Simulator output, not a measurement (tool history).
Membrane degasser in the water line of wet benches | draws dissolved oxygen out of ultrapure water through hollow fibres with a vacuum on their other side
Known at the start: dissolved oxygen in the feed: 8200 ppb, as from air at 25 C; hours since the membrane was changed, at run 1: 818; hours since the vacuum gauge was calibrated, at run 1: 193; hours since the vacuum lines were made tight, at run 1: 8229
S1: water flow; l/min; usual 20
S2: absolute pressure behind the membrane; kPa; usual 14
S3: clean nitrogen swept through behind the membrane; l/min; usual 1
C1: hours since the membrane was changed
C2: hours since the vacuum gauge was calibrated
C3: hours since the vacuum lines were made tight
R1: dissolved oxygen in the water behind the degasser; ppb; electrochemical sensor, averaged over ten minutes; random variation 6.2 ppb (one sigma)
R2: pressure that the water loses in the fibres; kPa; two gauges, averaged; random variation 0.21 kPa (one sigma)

run 1 day=0 | S1=20 S2=14 S3=1 | C1=818 C2=193 C3=8229 | R1=621.6 R2=49.29
run 2 day=2.771 | S1=13 S2=14 S3=1 | C1=885 C2=260 C3=8295 | R1=348.1 R2=32.14
run 3 day=5.621 | S1=20 S2=14 S3=1 | C1=953 C2=328 C3=8363 | R1=621.2 R2=49.66
run 4 day=6.954 | S1=20 S2=14 S3=1 | C1=985 C2=360 C3=8395 | R1=636 R2=49.33
run 5 day=8.854 | S1=20 S2=14 S3=1 | C1=1031 C2=406 C3=8441 | R1=614.3 R2=49.26
run 6 day=10.262 | S1=23 S2=14 S3=1 | C1=1065 C2=440 C3=8475 | R1=754.9 R2=57.01
run 7 day=12.538 | S1=23 S2=14 S3=1 | C1=1119 C2=494 C3=8529 | R1=764.7 R2=57.41
run 8 day=14.067 | S1=20 S2=14 S3=1 | C1=1156 C2=531 C3=8566 | R1=629.2 R2=49.38
run 9 day=15.883 | S1=20 S2=14 S3=1 | C1=1199 C2=575 C3=8610 | R1=619.1 R2=49.81
run 10 day=17.45 | S1=20 S2=14 S3=0.54 | C1=1237 C2=612 C3=8647 | R1=916.4 R2=49.77
run 11 day=19.004 | S1=20 S2=14 S3=0.54 | C1=1274 C2=650 C3=8685 | R1=910.2 R2=49.95
run 12 day=21.875 | S1=20 S2=14 S3=1.75 | C1=1343 C2=718 C3=8754 | R1=455.5 R2=50.09
run 13 day=24.258 | S1=14 S2=14 S3=1 | C1=1401 C2=776 C3=8811 | R1=388.5 R2=35.13
run 14 day=26.854 | S1=14 S2=8.9 S3=1 | C1=1463 C2=838 C3=8873 | R1=230.9 R2=35.33
run 15 day=29.925 | S1=22 S2=34 S3=1 | C1=1537 C2=912 C3=8947 | R1=1487.5 R2=55.16
run 16 day=32.1 | S1=15 S2=20.5 S3=1.25 | C1=1589 C2=964 C3=8999 | R1=521.7 R2=37.82
run 17 day=34.208 | S1=15 S2=20.5 S3=1.25 | C1=1639 C2=1014 C3=9050 | R1=524.7 R2=37.92
run 18 day=36.117 | S1=16 S2=14 S3=0.56 | C1=1685 C2=1060 C3=9095 | R1=693.5 R2=39.83
run 19 day=37.575 | S1=27 S2=24.6 S3=0.56 | C1=1720 C2=1095 C3=9130 | R1=1940.4 R2=68.15
run 20 day=39.888 | S1=27 S2=24.6 S3=0.56 | C1=1776 C2=1151 C3=9186 | R1=1946.8 R2=68.23
run 21 day=42.504 | S1=27 S2=24.6 S3=0.56 | C1=1838 C2=1214 C3=9249 | R1=1911.4 R2=68.57
run 22 day=45.146 | S1=27 S2=24.6 S3=0.56 | C1=1902 C2=1277 C3=9312 | R1=1921.1 R2=68.23

Forecast run 23:
-- day=45.617 gauge calibrated
run 23 day=48.054 | S1=17 S2=22.8 S3=0.7 | C1=1972 C2=1347 C3=9382 | R1=? R2=?

R1: 1021.7 ppb
R2: 41.98 kPa
Without the tool's hidden state the same run would have given R1 1021 ppb, R2 41.9 kPa.
